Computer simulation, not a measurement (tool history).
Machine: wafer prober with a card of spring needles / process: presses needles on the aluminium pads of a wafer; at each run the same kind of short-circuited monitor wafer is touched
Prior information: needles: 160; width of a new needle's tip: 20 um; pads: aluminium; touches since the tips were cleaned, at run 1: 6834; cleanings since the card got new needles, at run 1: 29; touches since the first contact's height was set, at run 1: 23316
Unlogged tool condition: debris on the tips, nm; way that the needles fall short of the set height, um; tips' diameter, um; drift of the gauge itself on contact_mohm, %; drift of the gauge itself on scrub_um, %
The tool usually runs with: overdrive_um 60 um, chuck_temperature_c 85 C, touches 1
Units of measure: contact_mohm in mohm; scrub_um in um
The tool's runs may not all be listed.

run    hour  overdrive_um  chuck_temperature_c  touches  touches since the tips were cleaned  cleanings since the card got new needles  touches since the first contact's height was set  contact_mohm  scrub_um
  1       0            60                   85        1                                 6834                                        29                                             23316           296       9.7
        3.6  -- tips cleaned on abrasive film
       18.8  -- tips cleaned on abrasive film
       32.9  -- tips cleaned on abrasive film
       49.4  -- tips cleaned on abrasive film
  2    49.4            60                   85        1                                    0                                        33                                             52230           293      9.69
       65.4  -- tips cleaned on abrasive film
  3    69.9            60                   85        1                                 2693                                        34                                             64301           298      9.69
       81.9  -- tips cleaned on abrasive film
       96.5  -- tips cleaned on abrasive film
  4    98.1            60                   85        1                                  952                                        36                                             80818           294      9.66
      110.7  -- tips cleaned on abrasive film
        114  -- height of the first contact set anew
  5   121.4            60                   85        1                                 6122                                        37                                              4370           302      9.65
        127  -- tips cleaned on abrasive film
      141.2  -- tips cleaned on abrasive film
  6   149.7            60                   85        1                                 5013                                        39                                             20933           298      9.68
      157.3  -- tips cleaned on abrasive film
      171.3  -- tips cleaned on abrasive film
  7   180.9            60                   85        1                                 5648                                        41                                             39268           298      9.64
        188  -- tips cleaned on abrasive film
      203.6  -- tips cleaned on abrasive film
      219.6  -- tips cleaned on abrasive film
  8   227.9            60                   85        1                                 4903                                        44                                             66793           300      9.68
      234.9  -- tips cleaned on abrasive film
      250.4  -- tips cleaned on abrasive film
  9   250.4            60                   85        1                                    0                                        46                                             79978           297      9.61
      265.1  -- tips cleaned on abrasive film
      267.4  -- height of the first contact set anew
      281.5  -- tips cleaned on abrasive film
 10   294.9            60                   85        2                                 7948                                        48                                             16189           302      9.64
      298.2  -- tips cleaned on abrasive film
      312.6  -- tips cleaned on abrasive film
      326.8  -- tips cleaned on abrasive film
 11   326.8            60                   85        2                                    0                                        51                                             34800           297      9.59
      342.6  -- tips cleaned on abrasive film
      359.1  -- tips cleaned on abrasive film
 12   363.6            60                   85        1                                 2656                                        53                                             56441           294      9.63
      373.8  -- tips cleaned on abrasive film
        389  -- tips cleaned on abrasive film
 13   389.1            60                   85        1                                   85                                        55                                             71366           301       9.6
      405.2  -- tips cleaned on abrasive film
      420.4  -- tips cleaned on abrasive film
      420.7  -- height of the first contact set anew
 14   422.2            60                   85        1                                  906                                        57                                               906           299       9.6
      435.8  -- tips cleaned on abrasive film
      450.7  -- tips cleaned on abrasive film
      465.4  -- tips cleaned on abrasive film
 15   467.5            60                   85        1                                 1233                                        60                                             27448           297      9.59
      479.6  -- tips cleaned on abrasive film
      494.8  -- tips cleaned on abrasive film
 16   500.9            60                   85        1                                 3578                                        62                                             47034           294      9.58
      510.1  -- tips cleaned on abrasive film
        526  -- tips cleaned on abrasive film
 17   530.6            64                  115        1                                 2665                                        64                                             64417           305     10.21
      542.8  -- tips cleaned on abrasive film
        559  -- tips cleaned on abrasive film
      574.7  -- tips cleaned on abrasive film
        575  -- height of the first contact set anew
 18   577.4            71                   47        3                                 1459                                        67                                              1459           280     11.31
        591  -- tips cleaned on abrasive film
      606.2  -- tips cleaned on abrasive film
 19   609.1            71                  119        2                                 1711                                        69                                             20043           300      11.3
      621.4  -- tips cleaned on abrasive film
      637.2  -- tips cleaned on abrasive film
        652  -- tips cleaned on abrasive film
 20   655.8            51                  119        2                                 2229                                        72                                             47409           315      8.11
      667.2  -- tips cleaned on abrasive film
      681.8  -- tips cleaned on abrasive film
      697.6  -- tips cleaned on abrasive film
 21   697.6            43                   75        1                                    0                                        75                                             71922           306      6.84
      712.4  -- tips cleaned on abrasive film
      727.5  -- tips cleaned on abrasive film
      727.8  -- height of the first contact set anew
      744.3  -- tips cleaned on abrasive film
 22     745            43                   75        2                                  431                                        78                                             10101           305       6.8
      759.1  -- tips cleaned on abrasive film
      775.2  -- tips cleaned on abrasive film
      792.2  -- tips cleaned on abrasive film
 23   793.3            43                   75        2                                  657                                        81                                             38465           305      6.82
      809.7  -- tips cleaned on abrasive film
      826.8  -- tips cleaned on abrasive film
      841.6  -- tips cleaned on abrasive film
 24   841.6            42                   41        2                                    0                                        84                                             66741           291      6.63
      857.7  -- tips cleaned on abrasive film
      873.1  -- tips cleaned on abrasive film
      882.5  -- height of the first contact set anew
 25   886.6            60                  113        2                                 7808                                        86                                              2448           306      9.49
      890.2  -- tips cleaned on abrasive film
      904.7  -- tips cleaned on abrasive film
      920.5  -- tips cleaned on abrasive film
 26   927.3            60                   43        2                                 4066                                        89                                             26310           285      9.47
      936.2  -- tips cleaned on abrasive film
      951.3  -- tips cleaned on abrasive film
      966.9  -- tips cleaned on abrasive film
 27   966.9            51                   85        3                                    0                                        92                                             49477           305      8.05
      982.7  -- tips cleaned on abrasive film
 28   996.4            51                   85        3                                 8087                                        93                                             66818           301      8.05
      999.8  -- tips cleaned on abrasive film
     1014.9  -- tips cleaned on abrasive film
     1030.6  -- tips cleaned on abrasive film
 29  1030.6            56                   33        1                                   28                                        96                                             86852           282      8.83

Here are 3 independent what-if runs from the current tool condition. What would each one return?
     1036.8  -- height of the first contact set anew
     1047.7  -- tips cleaned on abrasive film
     1064.2  -- tips cleaned on abrasive film
  A  1064.2            56                   33        3                                    0                                        98                                             16020             ?         ?
     1036.8  -- height of the first contact set anew
     1047.7  -- tips cleaned on abrasive film
     1064.2  -- tips cleaned on abrasive film
  B  1064.2            71                   85        1                                    0                                        98                                             16020             ?         ?
     1036.8  -- height of the first contact set anew
     1047.7  -- tips cleaned on abrasive film
     1064.2  -- tips cleaned on abrasive film
  C  1064.2            41                   33        1                                    0                                        98                                             16020             ?         ?

run  contact_mohm  scrub_um
  A           282      8.82
  B           292     11.18
  C           292      6.43
The same runs, with their run-to-run variation unchanged, on a tool lacking any hidden condition would have given:
run  contact_mohm  scrub_um
  A           282      9.04
  B           292     11.46
  C           291      6.59
